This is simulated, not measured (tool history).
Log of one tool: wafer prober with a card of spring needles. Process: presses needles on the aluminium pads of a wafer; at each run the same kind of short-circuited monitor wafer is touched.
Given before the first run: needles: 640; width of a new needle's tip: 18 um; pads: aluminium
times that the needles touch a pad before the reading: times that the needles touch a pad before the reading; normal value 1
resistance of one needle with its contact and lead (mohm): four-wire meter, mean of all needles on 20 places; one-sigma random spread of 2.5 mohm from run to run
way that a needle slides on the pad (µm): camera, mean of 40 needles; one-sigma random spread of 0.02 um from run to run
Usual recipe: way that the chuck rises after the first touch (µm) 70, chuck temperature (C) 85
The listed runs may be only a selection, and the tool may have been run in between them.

run	hour	way that the chuck rises after the first touch (µm)	chuck temperature (C)	times that the needles touch a pad before the reading	resistance of one needle with its contact and lead (mohm)	way that a needle slides on the pad (µm)
1	0.0	70	85	1	298	17.15
# hour 8.5: tips cleaned on abrasive film
# hour 19.0: tips cleaned on abrasive film
# hour 27.4: tips cleaned on abrasive film
# hour 38.0: tips cleaned on abrasive film
# hour 48.5: tips cleaned on abrasive film
# hour 59.1: tips cleaned on abrasive film
2	61.3	70	85	1	318	17.04
# hour 67.7: tips cleaned on abrasive film
# hour 78.2: tips cleaned on abrasive film
# hour 88.8: tips cleaned on abrasive film
# hour 99.3: tips cleaned on abrasive film
# hour 107.7: tips cleaned on abrasive film
# hour 118.3: tips cleaned on abrasive film
# hour 128.8: tips cleaned on abrasive film
# hour 139.4: tips cleaned on abrasive film
# hour 149.9: tips cleaned on abrasive film
3	155.6	70	85	1	356	16.97
# hour 159.9: tips cleaned on abrasive film
# hour 170.4: tips cleaned on abrasive film
# hour 181.0: tips cleaned on abrasive film
# hour 191.5: tips cleaned on abrasive film
4	198.4	70	85	1	359	16.93
# hour 200.6: tips cleaned on abrasive film
# hour 209.1: tips cleaned on abrasive film
# hour 219.6: tips cleaned on abrasive film
# hour 222.0: height of the first contact set anew
# hour 230.5: tips cleaned on abrasive film
# hour 238.9: tips cleaned on abrasive film
# hour 249.4: tips cleaned on abrasive film
# hour 260.0: tips cleaned on abrasive film
5	263.9	70	85	1	349	16.66
# hour 270.3: tips cleaned on abrasive film
# hour 280.9: tips cleaned on abrasive film
# hour 291.4: tips cleaned on abrasive film
# hour 301.9: tips cleaned on abrasive film
# hour 312.5: tips cleaned on abrasive film
# hour 323.0: tips cleaned on abrasive film
# hour 333.5: tips cleaned on abrasive film
# hour 344.1: tips cleaned on abrasive film
# hour 354.6: tips cleaned on abrasive film
# hour 364.5: tips cleaned on abrasive film
6	364.5	70	85	1	297	16.57
# hour 375.0: tips cleaned on abrasive film
# hour 385.6: tips cleaned on abrasive film
# hour 396.1: tips cleaned on abrasive film
# hour 406.6: tips cleaned on abrasive film
# hour 417.2: tips cleaned on abrasive film
# hour 425.6: tips cleaned on abrasive film
# hour 436.2: tips cleaned on abrasive film
7	439.5	70	85	1	341	16.48
# hour 445.9: tips cleaned on abrasive film
# hour 456.4: tips cleaned on abrasive film
# hour 466.9: tips cleaned on abrasive film
# hour 477.5: tips cleaned on abrasive film
# hour 488.0: tips cleaned on abrasive film
# hour 498.6: tips cleaned on abrasive film
# hour 507.7: tips cleaned on abrasive film
# hour 519.7: card fitted with new needles
8	519.7	70	85	1	288	17.29
# hour 530.3: tips cleaned on abrasive film
# hour 540.8: tips cleaned on abrasive film
# hour 549.2: tips cleaned on abrasive film
# hour 559.8: tips cleaned on abrasive film
# hour 568.2: tips cleaned on abrasive film
# hour 578.8: tips cleaned on abrasive film
# hour 589.3: tips cleaned on abrasive film
9	589.3	70	85	1	296	17.19
# hour 599.8: tips cleaned on abrasive film
# hour 608.3: tips cleaned on abrasive film
# hour 618.8: tips cleaned on abrasive film
# hour 629.4: tips cleaned on abrasive film
# hour 637.8: tips cleaned on abrasive film
# hour 648.4: tips cleaned on abrasive film
10	654.0	70	85	2	316	17.16
# hour 658.2: tips cleaned on abrasive film
# hour 668.8: tips cleaned on abrasive film
# hour 679.3: tips cleaned on abrasive film
# hour 689.9: tips cleaned on abrasive film
# hour 700.4: tips cleaned on abrasive film
# hour 710.9: tips cleaned on abrasive film
# hour 720.1: tips cleaned on abrasive film
11	720.1	70	47	2	278	17.07
# hour 730.6: tips cleaned on abrasive film
# hour 741.2: tips cleaned on abrasive film
# hour 751.7: tips cleaned on abrasive film
# hour 762.3: tips cleaned on abrasive film
12	763.0	70	86	2	295	17.06
# hour 771.5: tips cleaned on abrasive film
# hour 779.9: tips cleaned on abrasive film
# hour 790.5: tips cleaned on abrasive film
# hour 798.9: tips cleaned on abrasive film
# hour 809.4: tips cleaned on abrasive film
# hour 820.0: tips cleaned on abrasive film
# hour 826.5: height of the first contact set anew, once more
# hour 828.7: tips cleaned on abrasive film
# hour 839.3: tips cleaned on abrasive film
13	844.3	70	86	2	317	17.24
# hour 848.6: tips cleaned on abrasive film
# hour 859.1: tips cleaned on abrasive film
# hour 869.7: tips cleaned on abrasive film
# hour 878.1: tips cleaned on abrasive film
# hour 888.7: tips cleaned on abrasive film
14	889.8	77	81	1	302	18.96
# hour 898.2: tips cleaned on abrasive film
# hour 906.7: tips cleaned on abrasive film
# hour 917.2: tips cleaned on abrasive film
# hour 927.7: tips cleaned on abrasive film
# hour 936.2: tips cleaned on abrasive film
15	942.1	82	103	1	330	20.17
# hour 946.3: tips cleaned on abrasive film
# hour 954.8: tips cleaned on abrasive film
# hour 965.3: tips cleaned on abrasive film
# hour 975.9: tips cleaned on abrasive film
# hour 986.4: tips cleaned on abrasive film
# hour 994.9: tips cleaned on abrasive film
# hour 1005.4: tips cleaned on abrasive film
# hour 1015.9: tips cleaned on abrasive film
16	1017.1	70	83	1	312	17.10
# hour 1025.5: tips cleaned on abrasive film
# hour 1036.1: tips cleaned on abrasive film
# hour 1046.6: tips cleaned on abrasive film
# hour 1057.1: tips cleaned on abrasive film
# hour 1065.6: tips cleaned on abrasive film
# hour 1074.9: tips cleaned on abrasive film
17	1074.9	79	27	2	271	19.25
# hour 1085.4: tips cleaned on abrasive film
# hour 1096.0: tips cleaned on abrasive film
# hour 1106.5: tips cleaned on abrasive film
# hour 1117.1: tips cleaned on abrasive film
# hour 1127.6: tips cleaned on abrasive film
# hour 1138.1: tips cleaned on abrasive film
# hour 1148.7: tips cleaned on abrasive film
# hour 1159.2: tips cleaned on abrasive film
# hour 1167.7: tips cleaned on abrasive film
# hour 1178.2: tips cleaned on abrasive film
18	1179.0	79	27	2	272	19.14
# hour 1187.5: tips cleaned on abrasive film
# hour 1198.0: tips cleaned on abrasive film
# hour 1206.6: height of the first contact set anew
# hour 1208.8: tips cleaned on abrasive film
# hour 1219.4: tips cleaned on abrasive film
# hour 1229.9: tips cleaned on abrasive film
# hour 1240.4: tips cleaned on abrasive film
19	1247.0	74	85	1	345	18.23
# hour 1249.2: tips cleaned on abrasive film
# hour 1259.7: tips cleaned on abrasive film
# hour 1268.1: tips cleaned on abrasive film
# hour 1278.7: tips cleaned on abrasive film
# hour 1289.2: tips cleaned on abrasive film
# hour 1299.8: tips cleaned on abrasive film
# hour 1310.3: tips cleaned on abrasive film
# hour 1320.8: tips cleaned on abrasive film
20	1326.4	70	100	2	327	17.21
# hour 1330.7: tips cleaned on abrasive film
# hour 1341.3: tips cleaned on abrasive film
# hour 1351.8: tips cleaned on abrasive film
# hour 1362.3: tips cleaned on abrasive film
# hour 1372.9: tips cleaned on abrasive film
# hour 1381.3: tips cleaned on abrasive film
21	1381.9	54	96	1	314	13.18

Predict each of these 5 candidate next runs independently; none follows another, all start after run 21:
# hour 1390.4: tips cleaned on abrasive film
# hour 1398.8: tips cleaned on abrasive film
# hour 1409.4: tips cleaned on abrasive film
# hour 1419.9: tips cleaned on abrasive film
A	1425.1	75	85	2	?	?
# hour 1390.4: tips cleaned on abrasive film
# hour 1398.8: tips cleaned on abrasive film
# hour 1409.4: tips cleaned on abrasive film
# hour 1419.9: tips cleaned on abrasive film
B	1425.1	90	70	1	?	?
# hour 1390.4: tips cleaned on abrasive film
# hour 1398.8: tips cleaned on abrasive film
# hour 1409.4: tips cleaned on abrasive film
# hour 1419.9: tips cleaned on abrasive film
C	1425.1	54	110	1	?	?
# hour 1390.4: tips cleaned on abrasive film
# hour 1398.8: tips cleaned on abrasive film
# hour 1409.4: tips cleaned on abrasive film
# hour 1419.9: tips cleaned on abrasive film
D	1425.1	58	85	1	?	?
# hour 1390.4: tips cleaned on abrasive film
# hour 1398.8: tips cleaned on abrasive film
# hour 1409.4: tips cleaned on abrasive film
# hour 1419.9: tips cleaned on abrasive film
E	1425.1	80	31	1	?	?

run	resistance of one needle with its contact and lead (mohm)	way that a needle slides on the pad (µm)
A	312	18.32
B	319	22.04
C	392	13.15
D	375	14.13
E	314	19.57
Without the tool's unlogged condition, the same runs would have read:
run	resistance of one needle with its contact and lead (mohm)	way that a needle slides on the pad (µm)
A	282	18.54
B	281	22.26
C	301	13.37
D	292	14.35
E	265	19.79

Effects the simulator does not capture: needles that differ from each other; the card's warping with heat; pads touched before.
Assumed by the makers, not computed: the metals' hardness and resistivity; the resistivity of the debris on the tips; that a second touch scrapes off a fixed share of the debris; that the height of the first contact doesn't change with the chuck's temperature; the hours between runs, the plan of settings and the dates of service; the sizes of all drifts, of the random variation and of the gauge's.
